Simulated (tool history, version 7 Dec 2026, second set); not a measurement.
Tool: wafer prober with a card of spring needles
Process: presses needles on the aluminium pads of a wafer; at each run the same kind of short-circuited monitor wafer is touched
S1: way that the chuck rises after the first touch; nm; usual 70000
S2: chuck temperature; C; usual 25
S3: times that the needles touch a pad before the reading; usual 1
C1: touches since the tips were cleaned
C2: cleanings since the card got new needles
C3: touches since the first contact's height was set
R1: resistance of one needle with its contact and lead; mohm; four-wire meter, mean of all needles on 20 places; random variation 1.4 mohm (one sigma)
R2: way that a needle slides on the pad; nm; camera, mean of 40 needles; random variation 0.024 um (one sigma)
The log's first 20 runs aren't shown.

run   hour     S1  S2  S3    C1  C2      C3   R1     R2
     458.0  -- tips cleaned on abrasive film
     473.3  -- tips cleaned on abrasive film
 21  482.3  69000  25   1  3819  51   14602  151   9360
     489.5  -- tips cleaned on abrasive film
     505.4  -- tips cleaned on abrasive film
 22  516.0  69000  25   1  4465  53   28762  149   9350
     521.1  -- tips cleaned on abrasive film
 23  531.3  72000  45   1  4323  54   35191  149   9760
     536.4  -- tips cleaned on abrasive film
     552.5  -- tips cleaned on abrasive film
 24  561.2  70000  46   3  3661  56   47743  137   9510
     569.0  -- tips cleaned on abrasive film
     584.7  -- tips cleaned on abrasive film
 25  595.0  82000  78   1  4344  58   61951  149  11090
     601.9  -- tips cleaned on abrasive film
 26  614.4  82000  74   1  5294  59   70121  148  11070
     618.4  -- tips cleaned on abrasive film
     634.8  -- tips cleaned on abrasive film
 27  636.1  82000  74   1   520  61   79182  137  11060
     650.7  -- tips cleaned on abrasive film
 28  662.1  78000  37   1  4814  62   90157  148  10530
     667.8  -- tips cleaned on abrasive film
 29  679.3  78000  37   1  4858  63   97374  148  10510
     684.0  -- tips cleaned on abrasive film
     700.8  -- tips cleaned on abrasive film
 30  703.5  55000  65   2  1151  65  107527  149   7360
     716.8  -- tips cleaned on abrasive film
 31  719.7  61000  65   2  1212  66  114316  147   8210
     733.6  -- tips cleaned on abrasive film
 32  733.6  68000  68   2     0  67  120153  137   9120

Forecast each of these 3 alternatives for the next run:
     751.1  -- tips cleaned on abrasive film
  A  759.1  75000   44   1  3390  68  130888   ?   ?
     751.1  -- tips cleaned on abrasive film
  B  759.1  68000  117   2  3390  68  130888   ?   ?
     751.1  -- tips cleaned on abrasive film
  C  759.1  68000   68   2  3390  68  130888   ?   ?

run   R1     R2
  A  146  10090
  B  154   9110
  C  146   9130
Without the tool's hidden state the same runs would have given:
run   R1     R2
  A  127  10220
  B  141   9240
  C  133   9260

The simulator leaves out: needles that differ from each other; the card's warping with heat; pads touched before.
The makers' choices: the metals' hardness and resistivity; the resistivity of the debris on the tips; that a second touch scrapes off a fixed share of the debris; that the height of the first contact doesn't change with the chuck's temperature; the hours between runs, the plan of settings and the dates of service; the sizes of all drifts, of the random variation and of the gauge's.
